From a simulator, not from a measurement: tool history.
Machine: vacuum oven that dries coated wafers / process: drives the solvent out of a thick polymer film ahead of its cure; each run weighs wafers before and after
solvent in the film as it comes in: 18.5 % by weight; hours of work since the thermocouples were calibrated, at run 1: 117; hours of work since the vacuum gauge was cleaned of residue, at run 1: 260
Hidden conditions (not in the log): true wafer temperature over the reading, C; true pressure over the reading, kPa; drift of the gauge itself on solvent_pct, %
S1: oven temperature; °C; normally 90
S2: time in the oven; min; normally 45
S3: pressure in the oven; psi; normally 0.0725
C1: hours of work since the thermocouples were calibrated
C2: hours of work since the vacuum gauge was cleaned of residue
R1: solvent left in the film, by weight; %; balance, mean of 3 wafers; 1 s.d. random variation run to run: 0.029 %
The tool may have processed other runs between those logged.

run 1 hour=0.0 | S1=90 S2=45 S3=0.0725 | C1=117 C2=260 | R1=1.04
run 2 hour=9.9 | S1=90 S2=45 S3=0.0725 | C1=124 C2=267 | R1=0.99
run 3 hour=15.9 | S1=90 S2=45 S3=0.0725 | C1=128 C2=271 | R1=1.01
run 4 hour=29.1 | S1=90 S2=45 S3=0.0725 | C1=138 C2=281 | R1=0.97
run 5 hour=34.8 | S1=90 S2=45 S3=0.0725 | C1=142 C2=285 | R1=1.08
run 6 hour=40.5 | S1=90 S2=45 S3=0.0725 | C1=146 C2=289 | R1=1.00
run 7 hour=53.8 | S1=90 S2=45 S3=0.0725 | C1=156 C2=299 | R1=1.00
run 8 hour=61.3 | S1=90 S2=45 S3=0.0725 | C1=161 C2=304 | R1=1.02
run 9 hour=68.4 | S1=90 S2=45 S3=0.0725 | C1=166 C2=309 | R1=0.97
run 10 hour=77.2 | S1=90 S2=45 S3=0.0725 | C1=172 C2=316 | R1=1.00
run 11 hour=88.9 | S1=90 S2=45 S3=0.0725 | C1=181 C2=324 | R1=0.99
run 12 hour=101.1 | S1=90 S2=45 S3=0.0727 | C1=190 C2=333 | R1=1.00
run 13 hour=114.3 | S1=90 S2=54 S3=0.0725 | C1=199 C2=342 | R1=0.76
run 14 hour=121.5 | S1=90 S2=54 S3=0.0725 | C1=204 C2=348 | R1=0.70
run 15 hour=133.4 | S1=90 S2=80 S3=0.0725 | C1=213 C2=356 | R1=0.55
run 16 hour=143.9 | S1=90 S2=80 S3=0.0725 | C1=221 C2=364 | R1=0.49
run 17 hour=152.9 | S1=103 S2=46 S3=0.1777 | C1=227 C2=370 | R1=0.66
run 18 hour=160.3 | S1=89 S2=33 S3=0.0640 | C1=233 C2=376 | R1=1.89
run 19 hour=167.8 | S1=89 S2=33 S3=0.0640 | C1=238 C2=381 | R1=1.92
run 20 hour=177.6 | S1=89 S2=33 S3=0.0640 | C1=245 C2=388 | R1=1.90
run 21 hour=189.3 | S1=89 S2=33 S3=0.0640 | C1=254 C2=397 | R1=1.88
run 22 hour=197.3 | S1=93 S2=58 S3=0.1063 | C1=259 C2=403 | R1=0.70

What will run 23 give?
run 23 hour=205.0 | S1=96 S2=79 S3=0.0383 | C1=265 C2=408 | R1=?

R1: 0.21 %
With no hidden state in the tool, this same run would have given R1 0.15 %.
